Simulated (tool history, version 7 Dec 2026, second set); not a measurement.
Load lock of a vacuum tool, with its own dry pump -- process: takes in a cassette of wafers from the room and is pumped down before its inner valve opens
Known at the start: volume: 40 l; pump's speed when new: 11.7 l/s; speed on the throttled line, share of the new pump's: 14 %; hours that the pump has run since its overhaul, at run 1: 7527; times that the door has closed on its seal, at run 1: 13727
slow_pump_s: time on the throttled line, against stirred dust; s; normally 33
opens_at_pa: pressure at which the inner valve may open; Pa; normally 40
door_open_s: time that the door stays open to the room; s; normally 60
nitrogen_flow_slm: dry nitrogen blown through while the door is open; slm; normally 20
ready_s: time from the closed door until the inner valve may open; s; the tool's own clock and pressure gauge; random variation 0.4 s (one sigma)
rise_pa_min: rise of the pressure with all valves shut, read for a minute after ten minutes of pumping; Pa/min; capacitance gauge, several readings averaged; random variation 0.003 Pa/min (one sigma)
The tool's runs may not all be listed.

| run | hour | slow_pump_s | opens_at_pa | door_open_s | nitrogen_flow_slm | hours that the pump has run since its overhaul | times that the door has closed on its seal | incoming humidity of the room's air, % | ready_s | rise_pa_min |
|---|---|---|---|---|---|---|---|---|---|---|
| 1 | 0.0 | 33 | 40 | 60 | 20 | 7527 | 13727 | 45.9 | 55.0 | 0.037 |
| 2 | 303.1 | 33 | 40 | 48 | 20 | 7830 | 14215 | 40.4 | 55.5 | 0.028 |
| 3 | 819.7 | 33 | 40 | 60 | 20 | 8347 | 15047 | 45.7 | 54.9 | 0.034 |
| 4 | 1221.1 | 33 | 40 | 60 | 20 | 8748 | 15694 | 44.0 | 55.5 | 0.039 |
| 5 | 1770.5 | 33 | 40 | 60 | 20 | 9298 | 16579 | 45.2 | 55.7 | 0.031 |
| 6 | 2272.1 | 33 | 40 | 60 | 37 | 9799 | 17387 | 41.7 | 54.9 | 0.018 |
| 7 | 2626.8 | 33 | 40 | 60 | 20 | 10154 | 17959 | 43.7 | 55.1 | 0.035 |
| 8 | 3263.1 | 33 | 61 | 60 | 20 | 10790 | 18984 | 47.5 | 53.8 | 0.039 |
| 9 | 3633.8 | 33 | 40 | 60 | 20 | 11161 | 19581 | 43.2 | 55.1 | 0.036 |
| 10 | 4205.9 | 33 | 40 | 60 | 20 | 11733 | 20503 | 44.9 | 55.5 | 0.038 |
| 11 | 4534.6 | 33 | 40 | 60 | 20 | 12062 | 21033 | 43.1 | 55.5 | 0.036 |
| 12 | 5196.1 | 33 | 30 | 60 | 20 | 12723 | 22099 | 46.5 | 56.6 | 0.037 |
| 13 | 5716.9 | 65 | 40 | 60 | 20 | 13244 | 22938 | 42.9 | 83.8 | 0.039 |
|  | 5837.3 | dry pump taken out, an overhauled one fitted |
| 14 | 6107.8 | 65 | 40 | 60 | 20 | 270 | 23558 | 48.4 | 83.3 | 0.045 |
| 15 | 6518.2 | 65 | 40 | 60 | 20 | 681 | 24219 | 45.7 | 82.4 | 0.039 |
| 16 | 7085.7 | 43 | 40 | 60 | 20 | 1248 | 25133 | 42.5 | 64.4 | 0.037 |
| 17 | 7728.9 | 43 | 40 | 60 | 20 | 1892 | 26170 | 48.5 | 63.7 | 0.038 |
| 18 | 8086.1 | 43 | 40 | 60 | 20 | 2249 | 26745 | 42.1 | 64.5 | 0.034 |
| 19 | 8519.1 | 43 | 40 | 60 | 20 | 2682 | 27443 | 43.4 | 64.5 | 0.037 |
| 20 | 9008.8 | 43 | 40 | 60 | 20 | 3171 | 28232 | 44.5 | 64.1 | 0.033 |
| 21 | 9508.1 | 43 | 40 | 60 | 20 | 3671 | 29036 | 42.2 | 63.8 | 0.039 |
| 22 | 9849.1 | 18 | 73 | 60 | 20 | 4012 | 29586 | 46.4 | 39.9 | 0.039 |
| 23 | 10407.9 | 54 | 62 | 236 | 12 | 4571 | 30486 | 44.0 | 72.3 | 0.105 |
| 24 | 11008.9 | 54 | 62 | 236 | 12 | 5172 | 31454 | 44.6 | 71.8 | 0.103 |
| 25 | 11615.3 | 54 | 62 | 29 | 43 | 5778 | 32431 | 46.3 | 72.3 | 0.017 |
| 26 | 12131.8 | 47 | 40 | 60 | 6 | 6295 | 33264 | 40.2 | 67.4 | 0.057 |
| 27 | 12451.0 | 47 | 31 | 45 | 7 | 6614 | 33778 | 41.2 | 68.8 | 0.047 |
| 28 | 12899.2 | 47 | 31 | 45 | 7 | 7062 | 34500 | 48.4 | 67.6 | 0.051 |
| 29 | 13359.2 | 47 | 31 | 45 | 7 | 7522 | 35241 | 47.7 | 67.7 | 0.049 |
| 30 | 13958.8 | 47 | 69 | 114 | 5 | 8121 | 36207 | 45.4 | 65.3 | 0.089 |
| 31 | 14580.0 | 33 | 40 | 37 | 9 | 8743 | 37208 | 44.0 | 54.3 | 0.036 |
| 32 | 15170.3 | 34 | 40 | 37 | 9 | 9333 | 38159 | 45.6 | 55.5 | 0.040 |
| 33 | 15801.3 | 34 | 40 | 37 | 9 | 9964 | 39176 | 47.2 | 56.3 | 0.040 |
| 34 | 16119.0 | 39 | 42 | 37 | 28 | 10282 | 39688 | 43.1 | 60.5 | 0.022 |
| 35 | 16694.5 | 36 | 36 | 137 | 20 | 10857 | 40615 | 45.0 | 57.6 | 0.052 |

Alternative continuations, all from the tool just after run 35; predict every row:
| A | 17207.9 | 33 | 40 | 63 | 20 | 11371 | 41442 | 48.5 | ? | ? |
| B | 17207.9 | 26 | 70 | 60 | 8 | 11371 | 41442 | 44.9 | ? | ? |
| C | 17207.9 | 33 | 40 | 60 | 7 | 11371 | 41442 | 44.7 | ? | ? |
| D | 17207.9 | 36 | 47 | 56 | 20 | 11371 | 41442 | 47.9 | ? | ? |
| E | 17207.9 | 17 | 36 | 137 | 35 | 11371 | 41442 | 44.5 | ? | ? |

| run | ready_s | rise_pa_min |
|---|---|---|
| A | 55.3 | 0.032 |
| B | 47.4 | 0.053 |
| C | 56.0 | 0.054 |
| D | 57.8 | 0.043 |
| E | 41.5 | 0.037 |
Take away the tool's hidden state, keep each run's random variation, and the runs would have read:
| run | ready_s | rise_pa_min |
|---|---|---|
| A | 55.3 | 0.031 |
| B | 47.4 | 0.052 |
| C | 55.9 | 0.053 |
| D | 57.8 | 0.042 |
| E | 41.5 | 0.036 |

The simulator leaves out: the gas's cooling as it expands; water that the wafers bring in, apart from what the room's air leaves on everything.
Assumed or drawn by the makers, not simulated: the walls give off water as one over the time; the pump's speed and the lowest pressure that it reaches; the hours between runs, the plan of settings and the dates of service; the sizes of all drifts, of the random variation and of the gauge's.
